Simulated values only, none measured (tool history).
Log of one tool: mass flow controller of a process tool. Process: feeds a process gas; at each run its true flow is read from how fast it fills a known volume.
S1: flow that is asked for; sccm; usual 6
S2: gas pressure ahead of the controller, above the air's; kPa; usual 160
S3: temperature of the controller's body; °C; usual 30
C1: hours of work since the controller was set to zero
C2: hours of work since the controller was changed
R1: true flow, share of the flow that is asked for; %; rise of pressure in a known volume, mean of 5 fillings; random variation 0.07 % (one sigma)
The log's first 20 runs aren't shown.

| run | hour | S1 | S2 | S3 | C1 | C2 | R1 |
|---|---|---|---|---|---|---|---|
| 21 | 5729.7 | 6 | 160 | 30 | 290 | 9087 | 105.27 |
| 22 | 5886.8 | 6 | 160 | 30 | 415 | 9212 | 105.26 |
| 23 | 6095.7 | 6 | 160 | 30 | 581 | 9377 | 105.38 |
| 24 | 6312.5 | 6 | 160 | 30 | 752 | 9549 | 105.54 |
|  | 6453.2 | controller's zero set anew, once more |
| 25 | 6565.2 | 6 | 160 | 30 | 89 | 9749 | 97.97 |
| 26 | 6905.1 | 5 | 160 | 20 | 358 | 10019 | 98.84 |
| 27 | 7179.1 | 5 | 201 | 31 | 575 | 10236 | 98.43 |
| 28 | 7500.8 | 5 | 201 | 31 | 830 | 10491 | 98.68 |

The next listed run, before its measurement:
| 29 | 7870.9 | 3 | 280 | 31 | 1124 | 10784 | ? |

R1: 99.53 %
Without the tool's hidden state the same run would have given R1 97.22 %.
